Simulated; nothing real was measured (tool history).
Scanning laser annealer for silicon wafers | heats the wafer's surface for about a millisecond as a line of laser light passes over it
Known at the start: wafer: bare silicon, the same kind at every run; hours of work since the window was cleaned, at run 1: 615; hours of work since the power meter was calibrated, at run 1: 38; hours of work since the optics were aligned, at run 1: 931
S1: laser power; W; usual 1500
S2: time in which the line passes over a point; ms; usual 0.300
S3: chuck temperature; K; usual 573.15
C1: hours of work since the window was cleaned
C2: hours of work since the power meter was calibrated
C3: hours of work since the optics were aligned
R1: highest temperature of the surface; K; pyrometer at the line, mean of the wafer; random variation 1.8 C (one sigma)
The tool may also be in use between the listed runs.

run	hour	S1	S2	S3	C1	C2	C3	R1
1	0.0	1500	0.300	573.15	615	38	931	1303.15
2	5.6	1500	0.300	573.15	618	41	934	1302.15
3	14.3	1500	0.300	573.15	622	45	939	1300.15
4	21.9	1500	0.300	573.15	626	49	942	1301.15
5	30.2	1500	0.300	533.15	630	53	947	1259.15
6	39.9	1500	0.300	583.15	635	58	951	1309.15
7	48.0	1500	0.300	583.15	639	62	955	1313.15
8	56.6	1500	0.300	573.15	644	66	960	1301.15
9	64.0	1500	0.300	573.15	647	70	963	1299.15
10	75.6	1500	0.300	591.15	653	76	969	1318.15
11	83.1	1500	0.300	591.15	657	80	973	1318.15
12	88.6	1500	0.300	573.15	660	82	976	1298.15
13	100.1	1500	0.252	573.15	665	88	981	1234.15
14	106.5	1500	0.252	573.15	668	91	985	1233.15
15	115.5	1500	0.300	580.15	673	96	989	1305.15
16	126.5	1500	0.300	573.15	678	101	995	1296.15
17	136.5	1500	0.300	573.15	683	106	1000	1295.15
18	142.9	1500	0.300	573.15	687	110	1003	1298.15
19	152.1	1500	0.300	573.15	691	114	1007	1296.15
20	160.5	1500	0.300	573.15	695	118	1012	1299.15
21	167.4	1473	0.343	573.15	699	122	1015	1330.15
22	177.9	1332	0.343	612.15	704	127	1020	1278.15
23	185.5	1507	0.332	544.15	708	131	1024	1305.15
24	191.6	1500	0.215	587.15	711	134	1027	1192.15
25	198.1	1500	0.300	549.15	714	137	1030	1272.15
26	204.9	1500	0.352	547.15	718	141	1034	1333.15
27	215.4	1627	0.228	587.15	723	146	1039	1277.15
28	222.8	1627	0.228	587.15	727	150	1043	1275.15
29	231.5	1627	0.228	587.15	731	154	1047	1278.15
30	241.8	1635	0.358	587.15	736	159	1052	1468.15
31	251.6	1635	0.358	587.15	741	164	1057	1469.15
32	259.5	1390	0.300	570.15	745	168	1061	1221.15
33	271.2	1436	0.300	545.15	751	174	1067	1224.15
34	278.5	1436	0.300	545.15	754	177	1071	1229.15
35	288.0	1436	0.300	545.15	759	182	1075	1223.15

Forecast run 36:
36	299.3	1500	0.300	544.15	765	188	1081	?

R1: 1261.15 K
Without the tool's hidden state the same run would have given R1 1325.15 K.
